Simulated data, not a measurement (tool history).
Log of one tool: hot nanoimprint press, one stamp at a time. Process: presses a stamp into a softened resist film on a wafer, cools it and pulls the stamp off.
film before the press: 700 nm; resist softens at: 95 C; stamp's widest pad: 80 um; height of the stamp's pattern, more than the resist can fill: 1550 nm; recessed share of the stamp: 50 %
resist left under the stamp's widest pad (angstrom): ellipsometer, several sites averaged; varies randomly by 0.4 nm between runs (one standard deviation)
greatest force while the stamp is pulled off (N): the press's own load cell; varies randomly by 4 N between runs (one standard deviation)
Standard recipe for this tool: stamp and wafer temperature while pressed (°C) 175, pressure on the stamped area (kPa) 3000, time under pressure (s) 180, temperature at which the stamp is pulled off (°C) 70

| run | day | stamp and wafer temperature while pressed (°C) | pressure on the stamped area (kPa) | time under pressure (s) | temperature at which the stamp is pulled off (°C) | resist left under the stamp's widest pad (angstrom) | greatest force while the stamp is pulled off (N) |
|---|---|---|---|---|---|---|---|
| 1 | 0.000 | 175 | 3000 | 180 | 70 | 3024 | 260 |
| 2 | 0.321 | 175 | 3000 | 180 | 70 | 3023 | 260 |
| 3 | 0.796 | 175 | 3000 | 180 | 70 | 3020 | 265 |
| 4 | 1.200 | 175 | 3000 | 180 | 75 | 3026 | 248 |
| 5 | 1.504 | 175 | 3000 | 180 | 75 | 3023 | 246 |
| 6 | 1.983 | 175 | 3000 | 180 | 75 | 3015 | 255 |
| 7 | 2.408 | 175 | 3000 | 180 | 75 | 3019 | 252 |
| 8 | 2.742 | 175 | 3000 | 180 | 75 | 3017 | 249 |
| 9 | 3.146 | 175 | 3000 | 180 | 75 | 3025 | 249 |
|  | 3.329 | plate thermocouple calibrated |
| 10 | 3.583 | 175 | 3000 | 180 | 75 | 2950 | 242 |
| 11 | 4.075 | 175 | 3000 | 180 | 68 | 2953 | 274 |
| 12 | 4.708 | 175 | 4140 | 180 | 70 | 2524 | 281 |
| 13 | 5.183 | 175 | 3000 | 180 | 73 | 2946 | 250 |
| 14 | 5.496 | 175 | 3000 | 180 | 73 | 2951 | 261 |
| 15 | 6.138 | 175 | 3000 | 180 | 70 | 2953 | 269 |
| 16 | 6.583 | 175 | 3000 | 213 | 61 | 2766 | 299 |
|  | 6.896 | plate thermocouple calibrated, once more |
| 17 | 7.083 | 184 | 4430 | 148 | 66 | 1912 | 287 |
| 18 | 7.696 | 175 | 3000 | 198 | 58 | 3064 | 324 |
|  | 8.158 | stamp cleaned and given a new release coat |
| 19 | 8.358 | 178 | 3000 | 192 | 76 | 2715 | 178 |
| 20 | 8.938 | 181 | 2980 | 262 | 70 | 2101 | 188 |
| 21 | 9.358 | 181 | 2980 | 262 | 70 | 2104 | 194 |
| 22 | 9.892 | 172 | 2980 | 262 | 76 | 3151 | 183 |
| 23 | 10.342 | 172 | 3970 | 262 | 76 | 2761 | 177 |
| 24 | 10.825 | 172 | 3970 | 262 | 76 | 2763 | 191 |
| 25 | 11.371 | 173 | 3350 | 312 | 74 | 2657 | 189 |
| 26 | 11.650 | 173 | 3350 | 167 | 74 | 3371 | 195 |
| 27 | 12.283 | 173 | 3350 | 167 | 74 | 3371 | 197 |
| 28 | 12.804 | 183 | 3680 | 109 | 68 | 2480 | 210 |
| 29 | 13.079 | 174 | 4690 | 133 | 71 | 3019 | 203 |
| 30 | 13.642 | 168 | 2860 | 133 | 75 | 4671 | 199 |

Results for each run, recomputed without the tool's hidden state and with each run's random variation untouched:
What the log doesn't record here: true temperature over the reading, C; pressure that arrives at the usual setting, %; grip of the stamp's worn release coat, % over a new coat's; drift of the gauge itself on residual_nm, %; drift of the gauge itself on pull_off_n, %.
| run | resist left under the stamp's widest pad (angstrom) | greatest force while the stamp is pulled off (N) |
|---|---|---|
| 1 | 3159 | 195 |
| 2 | 3159 | 194 |
| 3 | 3157 | 197 |
| 4 | 3163 | 184 |
| 5 | 3161 | 182 |
| 6 | 3154 | 187 |
| 7 | 3159 | 184 |
| 8 | 3157 | 182 |
| 9 | 3167 | 181 |
| 10 | 3155 | 177 |
| 11 | 3159 | 199 |
| 12 | 2705 | 203 |
| 13 | 3153 | 180 |
| 14 | 3159 | 187 |
| 15 | 3162 | 192 |
| 16 | 2968 | 212 |
| 17 | 1895 | 199 |
| 18 | 3051 | 224 |
| 19 | 2703 | 177 |
| 20 | 2092 | 187 |
| 21 | 2095 | 192 |
| 22 | 3142 | 180 |
| 23 | 2747 | 173 |
| 24 | 2749 | 186 |
| 25 | 2650 | 182 |
| 26 | 3363 | 188 |
| 27 | 3364 | 188 |
| 28 | 2470 | 199 |
| 29 | 3002 | 192 |
| 30 | 4673 | 187 |

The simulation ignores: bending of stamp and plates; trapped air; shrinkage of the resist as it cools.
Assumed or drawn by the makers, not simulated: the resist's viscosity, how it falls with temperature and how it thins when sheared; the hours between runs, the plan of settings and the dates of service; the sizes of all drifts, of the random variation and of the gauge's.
